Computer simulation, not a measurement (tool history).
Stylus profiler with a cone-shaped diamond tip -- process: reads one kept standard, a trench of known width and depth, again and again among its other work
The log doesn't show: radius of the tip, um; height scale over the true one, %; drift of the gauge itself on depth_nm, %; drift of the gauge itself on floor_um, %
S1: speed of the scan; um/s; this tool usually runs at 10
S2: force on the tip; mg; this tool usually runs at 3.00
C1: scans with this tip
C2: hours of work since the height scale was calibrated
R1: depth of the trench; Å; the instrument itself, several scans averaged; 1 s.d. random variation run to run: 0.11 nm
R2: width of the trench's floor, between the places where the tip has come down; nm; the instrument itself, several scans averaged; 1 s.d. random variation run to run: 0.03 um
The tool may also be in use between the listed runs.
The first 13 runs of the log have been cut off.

Run 14, day 26.038: usual settings but S2 2.89 mg; C1 2894; C2 96. Result: R1 2022.1 Å, R2 17820 nm.
Run 15, day 27.750: usual settings but S2 2.89 mg; C1 3026; C2 116. Result: R1 2023.3 Å, R2 17830 nm.
At day 29.867: height scale calibrated on a step standard, once more.
Run 16, day 30.446: usual settings but S2 2.89 mg; C1 3231; C2 7. Result: R1 2017.4 Å, R2 17780 nm.
Run 17, day 33.038: usual settings but S2 2.89 mg; C1 3430; C2 36. Result: R1 2017.4 Å, R2 17830 nm.
Run 18, day 35.571: usual settings; C1 3625; C2 65. Result: R1 2018.7 Å, R2 17730 nm.
Run 19, day 37.758: usual settings but S2 2.40 mg; C1 3792; C2 90. Result: R1 2016.8 Å, R2 17810 nm.
Run 20, day 39.517: usual settings but S1 28 um/s, S2 5.80 mg; C1 3927; C2 109. Result: R1 2028.5 Å, R2 17730 nm.
Run 21, day 41.546: usual settings but S1 4 um/s, S2 1.83 mg; C1 4083; C2 133. Result: R1 2016.2 Å, R2 17780 nm.
Run 22, day 42.800: usual settings but S2 7.43 mg; C1 4179; C2 147. Result: R1 2033.5 Å, R2 17720 nm.
Run 23, day 44.612: usual settings but S1 2 um/s, S2 8.22 mg; C1 4318; C2 167. Result: R1 2036.6 Å, R2 17850 nm.
Run 24, day 46.433: usual settings but S1 2 um/s, S2 3.12 mg; C1 4458; C2 188. Result: R1 2017.3 Å, R2 17800 nm.
Run 25, day 49.308: usual settings but S1 2 um/s, S2 3.12 mg; C1 4679; C2 221. Result: R1 2021.8 Å, R2 17850 nm.
Run 26, day 51.850: usual settings but S1 5 um/s, S2 8.86 mg; C1 4874; C2 249. Result: R1 2037.3 Å, R2 17740 nm.
Run 27, day 53.221: usual settings but S1 6 um/s, S2 1.21 mg; C1 4979; C2 265. Result: R1 2011.8 Å, R2 17720 nm.
Run 28, day 56.004: usual settings but S1 6 um/s, S2 1.21 mg; C1 5193; C2 297. Result: R1 2013.3 Å, R2 17770 nm.
Run 29, day 58.100: usual settings but S1 6 um/s, S2 1.21 mg; C1 5353; C2 320. Result: R1 2013.6 Å, R2 17720 nm.
Run 30, day 59.608: usual settings but S1 6 um/s, S2 1.21 mg; C1 5469; C2 337. Result: R1 2014.8 Å, R2 17700 nm.
Run 31, day 62.071: usual settings but S1 3 um/s, S2 2.82 mg; C1 5658; C2 365. Result: R1 2020.0 Å, R2 17680 nm.
Run 32, day 64.767: usual settings but S1 3 um/s, S2 2.82 mg; C1 5865; C2 396. Result: R1 2021.5 Å, R2 17740 nm.
Run 33, day 66.283: usual settings but S1 3 um/s, S2 2.82 mg; C1 5981; C2 413. Result: R1 2023.1 Å, R2 17720 nm.
Run 34, day 68.838: usual settings but S1 3 um/s, S2 2.82 mg; C1 6177; C2 442. Result: R1 2022.6 Å, R2 17740 nm.
Run 35, day 70.012: usual settings but S1 16 um/s, S2 3.44 mg; C1 6268; C2 455. Result: R1 2024.7 Å, R2 17700 nm.

Branching from run 35: 3 alternative next runs. What would each branch give?
Run A, day 71.625: usual settings but S1 16 um/s, S2 1.14 mg; C1 6391; C2 474. Result: R1 ?, R2 ?.
Run B, day 71.625: usual settings but S1 9 um/s, S2 6.82 mg; C1 6391; C2 474. Result: R1 ?, R2 ?.
Run C, day 71.625: usual settings but S1 14 um/s, S2 1.27 mg; C1 6391; C2 474. Result: R1 ?, R2 ?.

run      R1     R2
  A  2014.6  17610
  B  2035.4  17680
  C  2014.9  17720
With no hidden state in the tool, these same runs would have given:
run      R1     R2
  A  2008.8  17950
  B  2029.5  18020
  C  2009.1  18060

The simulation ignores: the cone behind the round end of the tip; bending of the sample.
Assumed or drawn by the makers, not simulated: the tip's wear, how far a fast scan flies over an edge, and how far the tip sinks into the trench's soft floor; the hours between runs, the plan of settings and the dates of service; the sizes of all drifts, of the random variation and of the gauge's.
